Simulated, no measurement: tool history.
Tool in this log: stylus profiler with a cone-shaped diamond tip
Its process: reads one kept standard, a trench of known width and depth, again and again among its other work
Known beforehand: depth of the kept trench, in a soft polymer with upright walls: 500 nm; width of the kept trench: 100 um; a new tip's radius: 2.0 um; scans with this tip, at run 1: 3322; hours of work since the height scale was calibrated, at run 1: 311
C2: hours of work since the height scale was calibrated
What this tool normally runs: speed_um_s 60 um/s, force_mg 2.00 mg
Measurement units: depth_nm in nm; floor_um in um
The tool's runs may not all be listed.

run 1 day=0.000 | speed_um_s=60 force_mg=2.00 | scans_with_this_tip=3322 C2=311 | depth_nm=503.54 floor_um=96.76
run 2 day=0.908 | speed_um_s=60 force_mg=1.17 | scans_with_this_tip=3453 C2=323 | depth_nm=502.37 floor_um=96.73
run 3 day=1.633 | speed_um_s=60 force_mg=0.97 | scans_with_this_tip=3558 C2=333 | depth_nm=501.96 floor_um=96.67
run 4 day=2.221 | speed_um_s=60 force_mg=0.97 | scans_with_this_tip=3643 C2=341 | depth_nm=502.06 floor_um=96.62
run 5 day=3.142 | speed_um_s=60 force_mg=0.97 | scans_with_this_tip=3775 C2=353 | depth_nm=502.05 floor_um=96.60
run 6 day=3.742 | speed_um_s=60 force_mg=2.00 | scans_with_this_tip=3862 C2=361 | depth_nm=503.45 floor_um=96.67
run 7 day=4.421 | speed_um_s=60 force_mg=2.00 | scans_with_this_tip=3959 C2=370 | depth_nm=503.40 floor_um=96.70
run 8 day=5.292 | speed_um_s=60 force_mg=2.00 | scans_with_this_tip=4085 C2=382 | depth_nm=503.53 floor_um=96.67
run 9 day=6.100 | speed_um_s=60 force_mg=1.48 | scans_with_this_tip=4202 C2=393 | depth_nm=502.83 floor_um=96.67
run 10 day=6.683 | speed_um_s=60 force_mg=2.00 | scans_with_this_tip=4286 C2=401 | depth_nm=503.50 floor_um=96.61
run 11 day=7.479 | speed_um_s=60 force_mg=2.00 | scans_with_this_tip=4400 C2=412 | depth_nm=503.48 floor_um=96.64
run 12 day=8.021 | speed_um_s=19 force_mg=2.00 | scans_with_this_tip=4479 C2=419 | depth_nm=503.53 floor_um=96.69
run 13 day=8.396 | speed_um_s=19 force_mg=2.00 | scans_with_this_tip=4533 C2=424 | depth_nm=503.45 floor_um=96.80
run 14 day=9.162 | speed_um_s=19 force_mg=2.00 | scans_with_this_tip=4643 C2=434 | depth_nm=503.49 floor_um=96.75
run 15 day=9.758 | speed_um_s=19 force_mg=3.80 | scans_with_this_tip=4729 C2=442 | depth_nm=505.58 floor_um=96.73
run 16 day=10.504 | speed_um_s=60 force_mg=2.00 | scans_with_this_tip=4837 C2=452 | depth_nm=503.29 floor_um=96.60
run 17 day=11.212 | speed_um_s=146 force_mg=2.00 | scans_with_this_tip=4939 C2=462 | depth_nm=503.54 floor_um=96.33
run 18 day=11.671 | speed_um_s=60 force_mg=3.49 | scans_with_this_tip=5005 C2=468 | depth_nm=505.19 floor_um=96.64
run 19 day=12.571 | speed_um_s=19 force_mg=2.00 | scans_with_this_tip=5135 C2=480 | depth_nm=503.56 floor_um=96.69
run 20 day=13.038 | speed_um_s=19 force_mg=2.00 | scans_with_this_tip=5202 C2=487 | depth_nm=503.46 floor_um=96.67
run 21 day=13.421 | speed_um_s=103 force_mg=2.00 | scans_with_this_tip=5257 C2=492 | depth_nm=503.35 floor_um=96.40
run 22 day=13.808 | speed_um_s=103 force_mg=2.00 | scans_with_this_tip=5313 C2=497 | depth_nm=503.37 floor_um=96.42
run 23 day=14.204 | speed_um_s=60 force_mg=2.00 | scans_with_this_tip=5370 C2=502 | depth_nm=503.47 floor_um=96.55
run 24 day=14.633 | speed_um_s=60 force_mg=2.00 | scans_with_this_tip=5432 C2=508 | depth_nm=503.42 floor_um=96.57
run 25 day=15.342 | speed_um_s=83 force_mg=0.70 | scans_with_this_tip=5534 C2=518 | depth_nm=501.41 floor_um=96.27
run 26 day=15.967 | speed_um_s=29 force_mg=4.39 | scans_with_this_tip=5624 C2=526 | depth_nm=506.03 floor_um=96.65
run 27 day=16.683 | speed_um_s=19 force_mg=3.06 | scans_with_this_tip=5728 C2=536 | depth_nm=504.62 floor_um=96.64
run 28 day=17.471 | speed_um_s=15 force_mg=2.00 | scans_with_this_tip=5841 C2=547 | depth_nm=503.47 floor_um=96.63
run 29 day=18.375 | speed_um_s=151 force_mg=0.69 | scans_with_this_tip=5971 C2=559 | depth_nm=501.36 floor_um=95.86
-- day=18.442 height scale calibrated on a step standard
run 30 day=19.271 | speed_um_s=151 force_mg=0.69 | scans_with_this_tip=6097 C2=11 | depth_nm=501.30 floor_um=95.85
run 31 day=20.042 | speed_um_s=151 force_mg=1.56 | scans_with_this_tip=6209 C2=22 | depth_nm=502.59 floor_um=96.09
run 32 day=20.700 | speed_um_s=151 force_mg=1.56 | scans_with_this_tip=6304 C2=30 | depth_nm=502.61 floor_um=96.06
run 33 day=21.088 | speed_um_s=151 force_mg=1.56 | scans_with_this_tip=6360 C2=36 | depth_nm=502.76 floor_um=96.14
run 34 day=22.008 | speed_um_s=151 force_mg=1.56 | scans_with_this_tip=6493 C2=48 | depth_nm=502.64 floor_um=96.04

Run 35 is up next; what results do you expect?
-- day=22.304 height scale calibrated on a step standard, once more
run 35 day=22.842 | speed_um_s=22 force_mg=3.26 | scans_with_this_tip=6609 C2=7 | depth_nm=? floor_um=?

{"run 35": {"depth_nm": 505.56, "floor_um": 96.54}}
With the hidden condition absent and the run-to-run variation left alone, this run would have shown depth_nm 505.42 nm, floor_um 97.28 um.
